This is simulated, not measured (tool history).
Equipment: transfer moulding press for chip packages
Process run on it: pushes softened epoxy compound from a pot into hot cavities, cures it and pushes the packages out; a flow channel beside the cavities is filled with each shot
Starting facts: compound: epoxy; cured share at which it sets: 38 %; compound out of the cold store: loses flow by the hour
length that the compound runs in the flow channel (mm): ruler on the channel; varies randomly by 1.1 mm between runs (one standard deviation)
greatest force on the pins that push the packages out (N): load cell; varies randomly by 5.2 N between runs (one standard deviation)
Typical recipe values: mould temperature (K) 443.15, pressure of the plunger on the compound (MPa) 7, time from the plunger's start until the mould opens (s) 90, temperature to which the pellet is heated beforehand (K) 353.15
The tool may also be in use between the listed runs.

run   hour  mould temperature (K)  pressure of the plunger on the compound (MPa)  time from the plunger's start until the mould opens (s)  temperature to which the pellet is heated beforehand (K)  incoming compound's hours out of the cold store  length that the compound runs in the flow channel (mm)  greatest force on the pins that push the packages out (N)
  1      0                 443.15                                              7                                                       90                                                    353.15                                             12.5                                                     866                                                        304
      58.2  -- cavities cleaned with cleaning compound and waxed
  2   72.8                 443.15                                           6.85                                                       90                                                    353.15                                             26.5                                                     818                                                        420
     135.8  -- cavities cleaned with cleaning compound and waxed
  3  146.9                 443.15                                           6.85                                                       90                                                    353.15                                             36.4                                                     789                                                        290
     213.1  -- cavities cleaned with cleaning compound and waxed
  4  214.2                 443.15                                           6.85                                                       90                                                    353.15                                             16.6                                                     831                                                        285
     222.6  -- plunger's sealing rings changed
  5  266.3                 443.15                                           6.28                                                       90                                                    353.15                                               29                                                     785                                                        338
     293.9  -- cavities cleaned with cleaning compound and waxed
  6  320.8                 443.15                                              7                                                       90                                                    353.15                                              9.4                                                     873                                                        332
     370.1  -- cavities cleaned with cleaning compound and waxed
  7  380.1                 443.15                                              7                                                       90                                                    353.15                                             24.5                                                     831                                                        284
     447.5  -- cavities cleaned with cleaning compound and waxed
  8  453.2                 443.15                                              7                                                       90                                                    353.15                                             23.4                                                     826                                                        284
     473.7  -- cavities cleaned with cleaning compound and waxed, once more
       521  -- plunger's sealing rings changed
  9  522.1                 443.15                                              7                                                       90                                                    353.15                                             25.3                                                     841                                                        349
     550.9  -- cavities cleaned with cleaning compound and waxed
 10  573.1                 443.15                                              7                                                       90                                                    353.15                                             33.2                                                     819                                                        312
     625.9  -- cavities cleaned with cleaning compound and waxed
 11  632.9                 443.15                                              7                                                       90                                                    353.15                                             43.5                                                     791                                                        275
 12  674.1                 446.15                                              7                                                       90                                                    353.15                                             27.7                                                     808                                                        300
     705.2  -- cavities cleaned with cleaning compound and waxed
 13  722.1                 446.15                                              7                                                       90                                                    353.15                                             16.9                                                     830                                                        268

Run 14, settings as shown, results not yet in. Your forecast:
 14  777.6                 443.15                                              7                                                       72                                                    353.15                                             36.6                                                       ?                                                          ?

Run 14 measured length that the compound runs in the flow channel (mm) 795, greatest force on the pins that push the packages out (N) 547.
With the hidden condition absent and the run-to-run variation left alone, this run would have shown length that the compound runs in the flow channel (mm) 816, greatest force on the pins that push the packages out (N) 401.

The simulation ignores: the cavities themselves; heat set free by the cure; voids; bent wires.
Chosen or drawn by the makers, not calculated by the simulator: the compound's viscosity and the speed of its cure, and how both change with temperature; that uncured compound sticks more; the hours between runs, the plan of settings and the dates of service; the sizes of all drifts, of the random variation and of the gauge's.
